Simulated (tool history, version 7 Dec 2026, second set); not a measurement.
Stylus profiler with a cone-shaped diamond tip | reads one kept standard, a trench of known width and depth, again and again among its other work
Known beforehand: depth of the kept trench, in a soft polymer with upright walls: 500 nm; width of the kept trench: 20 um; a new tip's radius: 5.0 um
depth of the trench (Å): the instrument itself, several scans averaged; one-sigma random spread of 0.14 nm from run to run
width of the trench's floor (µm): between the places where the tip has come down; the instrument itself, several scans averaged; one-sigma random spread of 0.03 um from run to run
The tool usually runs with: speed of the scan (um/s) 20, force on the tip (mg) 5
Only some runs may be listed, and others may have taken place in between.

run     day  speed of the scan (um/s)  force on the tip (mg)  depth of the trench (Å)  width of the trench's floor (µm)
  1       0                        20                      5                   5069.7                             12.55
  2   3.521                         7                      5                   5070.6                             12.52
  3   6.246                         7                      5                   5069.3                             12.36
  4   8.142                         7                      5                   5068.1                             12.35
  5     9.8                         7                      5                   5068.4                             12.32
  6  11.838                        20                      5                   5066.5                             12.29
  7  13.929                        20                      5                     5067                             12.18
  8  15.833                        20                      5                   5067.7                             12.06
  9  19.204                         6                      5                   5066.6                             12.09
 10    22.6                         6                      5                   5066.5                             11.99
 11  24.375                         6                      5                   5065.4                             11.96
 12  26.246                        20                  12.16                   5139.6                             11.95
     29.117  -- new tip fitted, height scale calibrated
 13  29.754                        20                   4.96                   5093.6                             15.62
 14  31.588                        20                   4.96                   5093.3                             15.56
 15  34.654                        20                   4.96                   5090.1                             15.36
 16  38.283                        10                      5                   5089.6                             15.26
 17  40.179                        20                   7.64                   5120.8                             15.19
 18  43.192                        80                   8.75                   5132.7                             14.91
 19  44.817                        80                   8.75                   5132.4                             14.85
 20  46.988                         5                   7.76                   5118.7                             14.88
 21  49.988                         8                   3.04                   5063.5                             14.79
 22  51.971                        20                   1.76                   5042.7                             14.68

Estimate the outcome of run 23 from the log above:
 23  55.229                        51                   8.61                        ?                                 ?

Run 23 gave depth of the trench (Å) 5127.5, width of the trench's floor (µm) 14.55.
Minus the tool's unlogged condition, the same run would have read depth of the trench (Å) 5133.4, width of the trench's floor (µm) 15.54.
